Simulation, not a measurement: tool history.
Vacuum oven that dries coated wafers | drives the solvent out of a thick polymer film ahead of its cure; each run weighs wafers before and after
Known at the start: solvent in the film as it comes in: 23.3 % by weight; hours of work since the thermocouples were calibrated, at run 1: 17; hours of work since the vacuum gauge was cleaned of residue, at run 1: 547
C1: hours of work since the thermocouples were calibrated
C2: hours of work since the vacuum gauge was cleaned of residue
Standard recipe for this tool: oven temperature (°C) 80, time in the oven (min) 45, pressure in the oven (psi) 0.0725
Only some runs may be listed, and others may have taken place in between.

{"run": 1, "hour": 0.0, "oven temperature (°C)": 80, "time in the oven (min)": 45, "pressure in the oven (psi)": 0.0725, "C1": 17, "C2": 547, "solvent left in the film (%)": 1.58}
{"run": 2, "hour": 35.1, "oven temperature (°C)": 80, "time in the oven (min)": 45, "pressure in the oven (psi)": 0.0725, "C1": 33, "C2": 563, "solvent left in the film (%)": 1.47}
{"run": 3, "hour": 73.5, "oven temperature (°C)": 80, "time in the oven (min)": 63, "pressure in the oven (psi)": 0.0725, "C1": 51, "C2": 581, "solvent left in the film (%)": 0.99}
{"run": 4, "hour": 107.8, "oven temperature (°C)": 80, "time in the oven (min)": 63, "pressure in the oven (psi)": 0.0725, "C1": 67, "C2": 597, "solvent left in the film (%)": 0.89}
{"run": 5, "hour": 139.3, "oven temperature (°C)": 80, "time in the oven (min)": 63, "pressure in the oven (psi)": 0.0725, "C1": 81, "C2": 611, "solvent left in the film (%)": 1.01}
{"run": 6, "hour": 169.0, "oven temperature (°C)": 80, "time in the oven (min)": 27, "pressure in the oven (psi)": 0.0725, "C1": 95, "C2": 625, "solvent left in the film (%)": 3.59}
{"run": 7, "hour": 192.2, "oven temperature (°C)": 80, "time in the oven (min)": 45, "pressure in the oven (psi)": 0.247, "C1": 106, "C2": 636, "solvent left in the film (%)": 2.81}
{"run": 8, "hour": 222.9, "oven temperature (°C)": 80, "time in the oven (min)": 30, "pressure in the oven (psi)": 0.247, "C1": 120, "C2": 650, "solvent left in the film (%)": 4.08}
{"run": 9, "hour": 251.4, "oven temperature (°C)": 80, "time in the oven (min)": 30, "pressure in the oven (psi)": 0.247, "C1": 133, "C2": 663, "solvent left in the film (%)": 4.11}
{"run": 10, "hour": 294.3, "oven temperature (°C)": 80, "time in the oven (min)": 45, "pressure in the oven (psi)": 0.0725, "C1": 153, "C2": 683, "solvent left in the film (%)": 1.54}
{"run": 11, "hour": 312.7, "oven temperature (°C)": 80, "time in the oven (min)": 45, "pressure in the oven (psi)": 0.0725, "C1": 162, "C2": 692, "solvent left in the film (%)": 1.66}
{"run": 12, "hour": 355.8, "oven temperature (°C)": 80, "time in the oven (min)": 45, "pressure in the oven (psi)": 0.0725, "C1": 182, "C2": 712, "solvent left in the film (%)": 1.6}
{"run": 13, "hour": 388.5, "oven temperature (°C)": 80, "time in the oven (min)": 45, "pressure in the oven (psi)": 0.0725, "C1": 197, "C2": 727, "solvent left in the film (%)": 1.62}
{"run": 14, "hour": 415.4, "oven temperature (°C)": 66, "time in the oven (min)": 45, "pressure in the oven (psi)": 0.0725, "C1": 209, "C2": 739, "solvent left in the film (%)": 6.56}
{"run": 15, "hour": 443.0, "oven temperature (°C)": 80, "time in the oven (min)": 45, "pressure in the oven (psi)": 0.0725, "C1": 222, "C2": 752, "solvent left in the film (%)": 1.65}
{"run": 16, "hour": 465.6, "oven temperature (°C)": 80, "time in the oven (min)": 45, "pressure in the oven (psi)": 0.0725, "C1": 232, "C2": 762, "solvent left in the film (%)": 1.6}
{"run": 17, "hour": 495.1, "oven temperature (°C)": 80, "time in the oven (min)": 56, "pressure in the oven (psi)": 0.0725, "C1": 246, "C2": 776, "solvent left in the film (%)": 1.23}
{"run": 18, "hour": 538.4, "oven temperature (°C)": 80, "time in the oven (min)": 56, "pressure in the oven (psi)": 0.0725, "C1": 266, "C2": 796, "solvent left in the film (%)": 1.22}
{"run": 19, "hour": 562.6, "oven temperature (°C)": 80, "time in the oven (min)": 56, "pressure in the oven (psi)": 0.0725, "C1": 277, "C2": 807, "solvent left in the film (%)": 1.22}
{"run": 20, "hour": 580.7, "oven temperature (°C)": 80, "time in the oven (min)": 45, "pressure in the oven (psi)": 0.0725, "C1": 286, "C2": 816, "solvent left in the film (%)": 1.67}
{"run": 21, "hour": 609.8, "oven temperature (°C)": 80, "time in the oven (min)": 36, "pressure in the oven (psi)": 0.0725, "C1": 299, "C2": 829, "solvent left in the film (%)": 2.34}
{"run": 22, "hour": 636.2, "oven temperature (°C)": 80, "time in the oven (min)": 36, "pressure in the oven (psi)": 0.0687, "C1": 311, "C2": 841, "solvent left in the film (%)": 2.34}
{"run": 23, "hour": 654.0, "oven temperature (°C)": 75, "time in the oven (min)": 41, "pressure in the oven (psi)": 0.0593, "C1": 319, "C2": 850, "solvent left in the film (%)": 3.2}
{"run": 24, "hour": 674.7, "oven temperature (°C)": 77, "time in the oven (min)": 45, "pressure in the oven (psi)": 0.0725, "C1": 329, "C2": 859, "solvent left in the film (%)": 2.32}
{"run": 25, "hour": 712.2, "oven temperature (°C)": 75, "time in the oven (min)": 47, "pressure in the oven (psi)": 0.2783, "C1": 346, "C2": 876, "solvent left in the film (%)": 4.45}
{"run": 26, "hour": 749.6, "oven temperature (°C)": 75, "time in the oven (min)": 47, "pressure in the oven (psi)": 0.2783, "C1": 364, "C2": 894, "solvent left in the film (%)": 4.46}
{"run": 27, "hour": 771.3, "oven temperature (°C)": 65, "time in the oven (min)": 24, "pressure in the oven (psi)": 0.1962, "C1": 374, "C2": 904, "solvent left in the film (%)": 11.76}
{"run": 28, "hour": 794.9, "oven temperature (°C)": 65, "time in the oven (min)": 24, "pressure in the oven (psi)": 0.1962, "C1": 385, "C2": 915, "solvent left in the film (%)": 11.86}
{"run": 29, "hour": 828.7, "oven temperature (°C)": 80, "time in the oven (min)": 31, "pressure in the oven (psi)": 0.1217, "C1": 400, "C2": 930, "solvent left in the film (%)": 3.34}
{"run": 30, "hour": 849.6, "oven temperature (°C)": 80, "time in the oven (min)": 31, "pressure in the oven (psi)": 0.1217, "C1": 410, "C2": 940, "solvent left in the film (%)": 3.48}
{"run": 31, "hour": 878.4, "oven temperature (°C)": 73, "time in the oven (min)": 45, "pressure in the oven (psi)": 0.1292, "C1": 423, "C2": 953, "solvent left in the film (%)": 4.11}
{"run": 32, "hour": 911.3, "oven temperature (°C)": 72, "time in the oven (min)": 39, "pressure in the oven (psi)": 0.0725, "C1": 439, "C2": 969, "solvent left in the film (%)": 4.9}
{"run": 33, "hour": 954.1, "oven temperature (°C)": 80, "time in the oven (min)": 45, "pressure in the oven (psi)": 0.0524, "C1": 458, "C2": 988, "solvent left in the film (%)": 1.67}
{"run": 34, "hour": 972.7, "oven temperature (°C)": 90, "time in the oven (min)": 26, "pressure in the oven (psi)": 0.1469, "C1": 467, "C2": 997, "solvent left in the film (%)": 1.7}
{"run": 35, "hour": 996.5, "oven temperature (°C)": 85, "time in the oven (min)": 34, "pressure in the oven (psi)": 0.258, "C1": 478, "C2": 1008, "solvent left in the film (%)": 2.62}
{"run": 36, "hour": 1022.6, "oven temperature (°C)": 85, "time in the oven (min)": 34, "pressure in the oven (psi)": 0.258, "C1": 490, "C2": 1020, "solvent left in the film (%)": 2.61}
{"run": 37, "hour": 1055.1, "oven temperature (°C)": 92, "time in the oven (min)": 25, "pressure in the oven (psi)": 0.0725, "C1": 505, "C2": 1035, "solvent left in the film (%)": 1.12}
{"run": 38, "hour": 1074.5, "oven temperature (°C)": 92, "time in the oven (min)": 25, "pressure in the oven (psi)": 0.0725, "C1": 514, "C2": 1044, "solvent left in the film (%)": 1.06}
{"run": 39, "hour": 1116.4, "oven temperature (°C)": 92, "time in the oven (min)": 58, "pressure in the oven (psi)": 0.0725, "C1": 533, "C2": 1063, "solvent left in the film (%)": 0.65}
{"run": 40, "hour": 1134.2, "oven temperature (°C)": 92, "time in the oven (min)": 58, "pressure in the oven (psi)": 0.0725, "C1": 542, "C2": 1072, "solvent left in the film (%)": 0.6}
{"run": 41, "hour": 1153.8, "oven temperature (°C)": 74, "time in the oven (min)": 45, "pressure in the oven (psi)": 0.0387, "C1": 551, "C2": 1081, "solvent left in the film (%)": 3.14}
{"run": 42, "hour": 1175.5, "oven temperature (°C)": 74, "time in the oven (min)": 45, "pressure in the oven (psi)": 0.0387, "C1": 561, "C2": 1091, "solvent left in the film (%)": 3.21}
{"run": 43, "hour": 1200.1, "oven temperature (°C)": 72, "time in the oven (min)": 40, "pressure in the oven (psi)": 0.0706, "C1": 572, "C2": 1102, "solvent left in the film (%)": 4.79}

Below are 3 alternative next runs, each starting from the tool's condition after run 43. Predict each:
{"run": "A", "hour": 1223.0, "oven temperature (°C)": 66, "time in the oven (min)": 47, "pressure in the oven (psi)": 0.095, "C1": 583, "C2": 1113, "solvent left in the film (%)": "?"}
{"run": "B", "hour": 1223.0, "oven temperature (°C)": 93, "time in the oven (min)": 34, "pressure in the oven (psi)": 0.0706, "C1": 583, "C2": 1113, "solvent left in the film (%)": "?"}
{"run": "C", "hour": 1223.0, "oven temperature (°C)": 72, "time in the oven (min)": 40, "pressure in the oven (psi)": 0.039, "C1": 583, "C2": 1113, "solvent left in the film (%)": "?"}

run=A solvent_left_in_the_film_(%)=6.82
run=B solvent_left_in_the_film_(%)=0.69
run=C solvent_left_in_the_film_(%)=4.54
With the hidden condition removed and each run's random variation left untouched, the same runs would have given:
run=A solvent_left_in_the_film_(%)=5.83
run=B solvent_left_in_the_film_(%)=0.38
run=C solvent_left_in_the_film_(%)=3.71

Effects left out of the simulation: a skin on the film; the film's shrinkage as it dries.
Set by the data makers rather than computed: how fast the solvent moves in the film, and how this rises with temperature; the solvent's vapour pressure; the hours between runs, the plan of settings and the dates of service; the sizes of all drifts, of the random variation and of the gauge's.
